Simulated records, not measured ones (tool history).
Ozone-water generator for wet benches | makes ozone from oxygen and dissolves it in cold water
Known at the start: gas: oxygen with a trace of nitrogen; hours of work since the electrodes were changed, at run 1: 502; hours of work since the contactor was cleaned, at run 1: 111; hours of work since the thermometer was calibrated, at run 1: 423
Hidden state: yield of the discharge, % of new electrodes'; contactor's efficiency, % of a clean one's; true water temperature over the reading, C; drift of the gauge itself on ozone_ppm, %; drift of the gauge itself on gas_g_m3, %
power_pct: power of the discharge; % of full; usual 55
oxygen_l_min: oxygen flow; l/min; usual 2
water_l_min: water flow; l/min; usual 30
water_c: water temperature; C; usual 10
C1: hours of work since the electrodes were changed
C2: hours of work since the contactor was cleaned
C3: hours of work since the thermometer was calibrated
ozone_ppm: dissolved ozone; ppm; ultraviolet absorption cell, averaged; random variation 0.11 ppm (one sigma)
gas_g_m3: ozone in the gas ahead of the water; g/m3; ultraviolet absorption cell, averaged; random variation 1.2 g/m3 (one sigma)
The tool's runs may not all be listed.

run 1 hour=0 | power_pct=55 oxygen_l_min=2 water_l_min=30 water_c=10 | C1=502 C2=111 C3=423 | ozone_ppm=8.2 gas_g_m3=208.4
run 2 hour=28.2 | power_pct=82 oxygen_l_min=2 water_l_min=30 water_c=10 | C1=522 C2=131 C3=444 | ozone_ppm=10.6 gas_g_m3=268.4
run 3 hour=68.1 | power_pct=82 oxygen_l_min=2 water_l_min=30 water_c=10 | C1=550 C2=159 C3=472 | ozone_ppm=10.6 gas_g_m3=273.2
run 4 hour=109.9 | power_pct=98 oxygen_l_min=2 water_l_min=30 water_c=10 | C1=580 C2=189 C3=502 | ozone_ppm=12.2 gas_g_m3=307.3
run 5 hour=138.6 | power_pct=98 oxygen_l_min=2 water_l_min=30 water_c=10 | C1=601 C2=210 C3=522 | ozone_ppm=12 gas_g_m3=308.8
run 6 hour=165.7 | power_pct=98 oxygen_l_min=2 water_l_min=30 water_c=10 | C1=620 C2=229 C3=542 | ozone_ppm=12.2 gas_g_m3=304.5
run 7 hour=185.5 | power_pct=98 oxygen_l_min=2 water_l_min=30 water_c=10 | C1=634 C2=243 C3=556 | ozone_ppm=11.9 gas_g_m3=307.9
run 8 hour=229.3 | power_pct=98 oxygen_l_min=2 water_l_min=30 water_c=7 | C1=665 C2=274 C3=587 | ozone_ppm=12 gas_g_m3=304.1
run 9 hour=274 | power_pct=55 oxygen_l_min=2 water_l_min=30 water_c=10 | C1=697 C2=306 C3=619 | ozone_ppm=8.2 gas_g_m3=209.6
run 10 hour=295 | power_pct=57 oxygen_l_min=2 water_l_min=30 water_c=10 | C1=712 C2=321 C3=634 | ozone_ppm=8.2 gas_g_m3=213.2
run 11 hour=328.2 | power_pct=55 oxygen_l_min=2 water_l_min=30 water_c=10 | C1=736 C2=345 C3=657 | ozone_ppm=8 gas_g_m3=207.6
run 12 hour=367.3 | power_pct=55 oxygen_l_min=2 water_l_min=30 water_c=10 | C1=764 C2=373 C3=685 | ozone_ppm=8 gas_g_m3=208.6
run 13 hour=395.6 | power_pct=55 oxygen_l_min=2 water_l_min=30 water_c=10 | C1=784 C2=393 C3=705 | ozone_ppm=7.9 gas_g_m3=206.5
run 14 hour=425.7 | power_pct=55 oxygen_l_min=2 water_l_min=30 water_c=10 | C1=805 C2=414 C3=727 | ozone_ppm=8.1 gas_g_m3=210.4
run 15 hour=465.3 | power_pct=55 oxygen_l_min=2 water_l_min=30 water_c=10 | C1=833 C2=442 C3=755 | ozone_ppm=7.9 gas_g_m3=209.9
run 16 hour=490.6 | power_pct=55 oxygen_l_min=2 water_l_min=30 water_c=10 | C1=852 C2=460 C3=773 | ozone_ppm=8 gas_g_m3=207.1
run 17 hour=515.8 | power_pct=55 oxygen_l_min=2 water_l_min=30 water_c=10 | C1=869 C2=478 C3=791 | ozone_ppm=8.3 gas_g_m3=209.8
run 18 hour=545.2 | power_pct=55 oxygen_l_min=2 water_l_min=30 water_c=10 | C1=890 C2=499 C3=812 | ozone_ppm=8.5 gas_g_m3=209
run 19 hour=570.1 | power_pct=68 oxygen_l_min=1.99 water_l_min=24 water_c=7 | C1=908 C2=517 C3=830 | ozone_ppm=12.2 gas_g_m3=239.5
run 20 hour=616.9 | power_pct=68 oxygen_l_min=1.99 water_l_min=24 water_c=7 | C1=942 C2=550 C3=863 | ozone_ppm=12.1 gas_g_m3=238.1
run 21 hour=640.9 | power_pct=100 oxygen_l_min=2.72 water_l_min=23 water_c=8 | C1=959 C2=568 C3=880 | ozone_ppm=18.7 gas_g_m3=274.4
run 22 hour=668.6 | power_pct=100 oxygen_l_min=2.72 water_l_min=20 water_c=8 | C1=978 C2=587 C3=900 | ozone_ppm=21.4 gas_g_m3=273.8
run 23 hour=698.3 | power_pct=98 oxygen_l_min=2.22 water_l_min=23 water_c=15 | C1=1000 C2=608 C3=921 | ozone_ppm=15.9 gas_g_m3=290.9
run 24 hour=728.8 | power_pct=98 oxygen_l_min=2.22 water_l_min=23 water_c=15 | C1=1021 C2=630 C3=943 | ozone_ppm=16 gas_g_m3=291.6
run 25 hour=750.4 | power_pct=59 oxygen_l_min=2 water_l_min=30 water_c=5 | C1=1037 C2=646 C3=958 | ozone_ppm=8.6 gas_g_m3=216.9
run 26 hour=789.5 | power_pct=59 oxygen_l_min=2 water_l_min=30 water_c=5 | C1=1064 C2=673 C3=986 | ozone_ppm=8.4 gas_g_m3=217.2
run 27 hour=819.3 | power_pct=59 oxygen_l_min=2 water_l_min=30 water_c=5 | C1=1086 C2=695 C3=1007 | ozone_ppm=8.5 gas_g_m3=217.3
run 28 hour=862.4 | power_pct=55 oxygen_l_min=1.24 water_l_min=30 water_c=10 | C1=1116 C2=725 C3=1038 | ozone_ppm=6.2 gas_g_m3=245.5
run 29 hour=885.8 | power_pct=43 oxygen_l_min=1.99 water_l_min=30 water_c=10 | C1=1133 C2=742 C3=1055 | ozone_ppm=6.7 gas_g_m3=176.8
run 30 hour=919.1 | power_pct=99 oxygen_l_min=3.03 water_l_min=24 water_c=18 | C1=1157 C2=766 C3=1078 | ozone_ppm=16.9 gas_g_m3=259
run 31 hour=953.3 | power_pct=48 oxygen_l_min=2 water_l_min=30 water_c=10 | C1=1181 C2=790 C3=1103 | ozone_ppm=7.2 gas_g_m3=190.5
run 32 hour=993.4 | power_pct=87 oxygen_l_min=2.12 water_l_min=45 water_c=10 | C1=1210 C2=819 C3=1131 | ozone_ppm=6.8 gas_g_m3=273.4
run 33 hour=1033.4 | power_pct=87 oxygen_l_min=2.12 water_l_min=45 water_c=10 | C1=1238 C2=847 C3=1160 | ozone_ppm=7 gas_g_m3=273.9
run 34 hour=1071.9 | power_pct=87 oxygen_l_min=2.12 water_l_min=27 water_c=16 | C1=1266 C2=875 C3=1187 | ozone_ppm=12.2 gas_g_m3=273.3

Forecast each of these 3 alternatives for the next run:
run A hour=1092.2 | power_pct=78 oxygen_l_min=2 water_l_min=30 water_c=10 | C1=1280 C2=889 C3=1202 | ozone_ppm=? gas_g_m3=?
run B hour=1092.2 | power_pct=49 oxygen_l_min=2 water_l_min=30 water_c=8 | C1=1280 C2=889 C3=1202 | ozone_ppm=? gas_g_m3=?
run C hour=1092.2 | power_pct=87 oxygen_l_min=2.12 water_l_min=24 water_c=8 | C1=1280 C2=889 C3=1202 | ozone_ppm=? gas_g_m3=?

run=A ozone_ppm=10.2 gas_g_m3=261.4
run=B ozone_ppm=7.6 gas_g_m3=190.5
run=C ozone_ppm=14.4 gas_g_m3=273.6
Without the tool's hidden state the same runs would have given:
run=A ozone_ppm=10.5 gas_g_m3=268.5
run=B ozone_ppm=7.8 gas_g_m3=194.2
run=C ozone_ppm=14.9 gas_g_m3=281.5
